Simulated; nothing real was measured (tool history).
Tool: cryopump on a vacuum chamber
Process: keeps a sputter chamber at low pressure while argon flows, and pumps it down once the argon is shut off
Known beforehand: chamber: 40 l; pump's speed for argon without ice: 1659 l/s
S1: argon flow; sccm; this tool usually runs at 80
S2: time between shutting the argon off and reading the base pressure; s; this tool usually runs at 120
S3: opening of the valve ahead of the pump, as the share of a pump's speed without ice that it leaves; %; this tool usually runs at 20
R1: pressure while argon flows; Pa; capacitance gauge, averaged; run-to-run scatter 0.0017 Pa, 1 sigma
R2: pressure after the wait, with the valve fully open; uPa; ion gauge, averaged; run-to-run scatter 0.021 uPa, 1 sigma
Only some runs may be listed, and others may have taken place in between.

run     day   S1   S2  S3      R1    R2
  1   0.000   80  120  20  0.4210  0.57
  2   1.558   80  120  20  0.4214  0.60
  3   2.354   80   39  20  0.4243  0.93
  4   3.962   80  120  20  0.4178  0.65
  5   5.875   80  120  20  0.4249  0.71
  6   6.833   80  120  20  0.4241  0.70
  7   7.792   80  278  20  0.4260  0.67
  8   8.938   80  278  32  0.2728  0.67
     10.292  -- pump warmed up, emptied and cooled again
  9  10.962   80  120  20  0.4096  0.73
 10  11.921   80  120  20  0.4109  0.72
 11  13.771   80  120  20  0.4124  0.76
 12  14.758   80  120  20  0.4110  0.76
 13  15.967   80  120  20  0.4092  0.84
 14  16.929   80  120  20  0.4109  0.79
 15  18.146   43   93  58  0.0785  0.88
 16  20.017   81   66  58  0.1484  1.08
 17  21.238   81   66  58  0.1486  1.07
 18  22.358   40   66  58  0.0740  1.08
 19  24.321  124  117  29  0.4482  1.04
 20  26.275  114  114  18  0.6576  1.10
 21  27.233  114  114  45  0.2742  1.12
 22  28.375   90  142  37  0.2614  1.05
 23  29.417   69   51  20  0.3637  1.37
 24  30.254   80  134  26  0.3263  1.17
 25  31.500  151  211  60  0.2814  1.15
 26  32.500  143  133  18  0.8356  1.23

Predict each of these 3 candidate next runs independently; none follows another, all start after run 26:
  A  33.850  153   46  29   ?   ?
  B  33.850  143   65  18   ?   ?
  C  33.850   43  120  50   ?   ?

run      R1    R2
  A  0.5647  1.55
  B  0.8361  1.42
  C  0.0961  1.28
Stripped of hidden state, with their random variation kept, the same runs would have yielded:
run      R1    R2
  A  0.5368  0.60
  B  0.8100  0.47
  C  0.0883  0.35

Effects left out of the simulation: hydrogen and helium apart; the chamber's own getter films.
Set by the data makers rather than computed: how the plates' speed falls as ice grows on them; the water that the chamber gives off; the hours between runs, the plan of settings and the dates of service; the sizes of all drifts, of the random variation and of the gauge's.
